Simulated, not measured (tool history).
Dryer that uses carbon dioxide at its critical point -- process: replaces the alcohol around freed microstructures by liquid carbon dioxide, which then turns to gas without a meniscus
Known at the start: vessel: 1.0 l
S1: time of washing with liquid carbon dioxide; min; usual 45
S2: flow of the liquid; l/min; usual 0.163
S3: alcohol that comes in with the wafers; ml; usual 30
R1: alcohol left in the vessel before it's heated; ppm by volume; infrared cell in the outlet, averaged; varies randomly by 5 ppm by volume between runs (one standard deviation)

| run | hour | S1 | S2 | S3 | R1 |
|---|---|---|---|---|---|
| 1 | 0 | 45 | 0.163 | 30 | 99 |
| 2 | 34.1 | 45 | 0.163 | 30 | 98 |
| 3 | 80.1 | 34 | 0.163 | 30 | 259 |
| 4 | 121.5 | 34 | 0.163 | 30 | 260 |
| 5 | 164.1 | 34 | 0.163 | 30 | 275 |
| 6 | 199.4 | 45 | 0.163 | 30 | 121 |
| 7 | 220.5 | 45 | 0.163 | 30 | 134 |
| 8 | 243 | 45 | 0.163 | 30 | 127 |
| 9 | 268.7 | 45 | 0.163 | 30 | 126 |
| 10 | 314.6 | 45 | 0.163 | 30 | 140 |
|  | 320 | inlet filter changed |
| 11 | 355 | 59 | 0.163 | 30 | 92 |
| 12 | 382.2 | 59 | 0.163 | 30 | 94 |
| 13 | 424.7 | 30 | 0.162 | 63 | 748 |
| 14 | 470 | 30 | 0.162 | 63 | 758 |
| 15 | 492.7 | 30 | 0.162 | 63 | 771 |
| 16 | 532.8 | 66 | 0.177 | 28 | 104 |
| 17 | 578.4 | 66 | 0.177 | 28 | 109 |
| 18 | 610.7 | 66 | 0.177 | 28 | 111 |
| 19 | 641.1 | 66 | 0.177 | 28 | 119 |
| 20 | 675.8 | 66 | 0.177 | 28 | 115 |
| 21 | 709.9 | 66 | 0.177 | 28 | 119 |
| 22 | 757.3 | 66 | 0.177 | 28 | 125 |
|  | 774.9 | purifier's bed changed |
| 23 | 782.1 | 66 | 0.177 | 24 | 13 |
| 24 | 809 | 66 | 0.177 | 24 | 6 |

Forecast each of these 5 alternatives for the next run:
|  | 842.8 | inlet filter changed |
| A | 850.1 | 62 | 0.163 | 35 | ? |
|  | 842.8 | inlet filter changed |
| B | 850.1 | 45 | 0.227 | 119 | ? |
|  | 842.8 | inlet filter changed |
| C | 850.1 | 30 | 0.246 | 70 | ? |
|  | 842.8 | inlet filter changed |
| D | 850.1 | 53 | 0.163 | 30 | ? |
|  | 842.8 | inlet filter changed |
| E | 850.1 | 59 | 0.249 | 30 | ? |

| run | R1 |
|---|---|
| A | 15 |
| B | 18 |
| C | 60 |
| D | 20 |
| E | 18 |
Had the tool no hidden state, the same runs would have come out as:
| run | R1 |
|---|---|
| A | 9 |
| B | 11 |
| C | 52 |
| D | 14 |
| E | 12 |

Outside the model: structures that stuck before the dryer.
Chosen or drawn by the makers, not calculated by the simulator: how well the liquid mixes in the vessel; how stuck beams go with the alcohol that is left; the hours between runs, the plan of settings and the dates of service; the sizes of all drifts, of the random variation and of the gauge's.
